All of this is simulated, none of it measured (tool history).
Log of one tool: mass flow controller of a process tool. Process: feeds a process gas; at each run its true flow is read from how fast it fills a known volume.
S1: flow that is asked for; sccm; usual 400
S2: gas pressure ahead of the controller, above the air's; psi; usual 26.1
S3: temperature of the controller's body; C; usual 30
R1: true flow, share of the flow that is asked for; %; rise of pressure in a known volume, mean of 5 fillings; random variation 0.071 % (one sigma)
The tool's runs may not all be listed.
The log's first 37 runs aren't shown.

run,hour,S1,S2,S3,R1
38,12322.1,118,26,24,100.97
39,12624.2,297,20.6,34,102.38
40,13150.9,242,20.6,34,102.53
41,13504.6,400,26.1,24,101.49
42,14023.8,400,26.1,24,101.48
# hour 14097.3: controller exchanged for a calibrated one
43,14423.1,375,30.7,30,100.4
44,14724.6,124,27.4,35,100.65
45,15187.8,195,26.1,21,99.66
46,15628.6,92,26.1,30,100.85

Forecast each of these 4 alternatives for the next run:
A,15993.3,109,29.4,33,?
B,15993.3,92,24.5,30,?
C,15993.3,116,26.1,30,?
D,15993.3,400,26.1,35,?

run,R1
A,100.9
B,100.98
C,100.93
D,101.48
Without the tool's hidden state the same runs would have given:
run,R1
A,100.05
B,100.03
C,100.11
D,101.02

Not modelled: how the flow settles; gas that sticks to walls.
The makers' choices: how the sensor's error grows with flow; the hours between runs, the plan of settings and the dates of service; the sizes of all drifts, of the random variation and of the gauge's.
